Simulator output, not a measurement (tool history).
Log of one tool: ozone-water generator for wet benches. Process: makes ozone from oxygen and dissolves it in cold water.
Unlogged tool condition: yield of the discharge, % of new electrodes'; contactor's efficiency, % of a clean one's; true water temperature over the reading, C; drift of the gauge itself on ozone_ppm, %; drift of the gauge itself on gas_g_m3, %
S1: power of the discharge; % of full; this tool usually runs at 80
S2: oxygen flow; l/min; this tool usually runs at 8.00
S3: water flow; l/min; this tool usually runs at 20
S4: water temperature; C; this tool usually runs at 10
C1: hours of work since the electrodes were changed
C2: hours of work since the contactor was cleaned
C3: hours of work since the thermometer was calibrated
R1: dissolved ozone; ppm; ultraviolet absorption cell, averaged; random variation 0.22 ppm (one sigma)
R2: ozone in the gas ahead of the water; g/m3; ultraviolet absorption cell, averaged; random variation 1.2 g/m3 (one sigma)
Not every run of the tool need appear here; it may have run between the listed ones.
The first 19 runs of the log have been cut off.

run,hour,S1,S2,S3,S4,C1,C2,C3,R1,R2
20,2336.6,90,7.61,19,9,4021,436,281,33.8,219.9
21,2472.7,90,7.61,19,6,4109,524,369,34.6,218.1
22,2613.5,80,8.00,14,10,4200,615,460,37.5,197.9
23,2701.9,80,14.33,14,10,4258,672,518,31.8,138.8
24,2771.4,46,4.03,20,10,4303,717,563,21.6,216.7
25,2895.5,62,14.11,16,9,4383,798,643,26.5,120.4
26,3021.1,59,4.75,22,9,4464,879,725,23.2,226.5
27,3184.4,74,10.52,14,5,4570,985,830,36.7,158.3
28,3267.7,53,5.60,14,5,4624,1039,884,33.0,193.2
29,3425.3,53,5.60,14,5,4726,1141,987,32.8,191.9
30,3587.7,42,5.74,30,5,4832,1246,1092,14.8,164.8
31,3741.9,42,5.74,30,5,4932,1346,1192,14.8,163.8
32,3841.4,53,5.74,14,5,4996,1411,1256,32.3,187.1

Branching from run 32: 4 alternative next runs. What would each branch give?
A,3975.8,58,5.74,14,5,5083,1498,1343,?,?
B,3975.8,86,5.48,20,16,5083,1498,1343,?,?
C,3975.8,80,4.43,19,8,5083,1498,1343,?,?
D,3975.8,84,6.10,20,15,5083,1498,1343,?,?

run,R1,R2
A,34.1,194.6
B,27.8,250.9
C,30.5,275.8
D,27.7,232.7
Take away the tool's hidden state, keep each run's random variation, and the runs would have read:
run,R1,R2
A,39.4,220.6
B,33.2,294.0
C,36.3,321.2
D,33.1,272.1
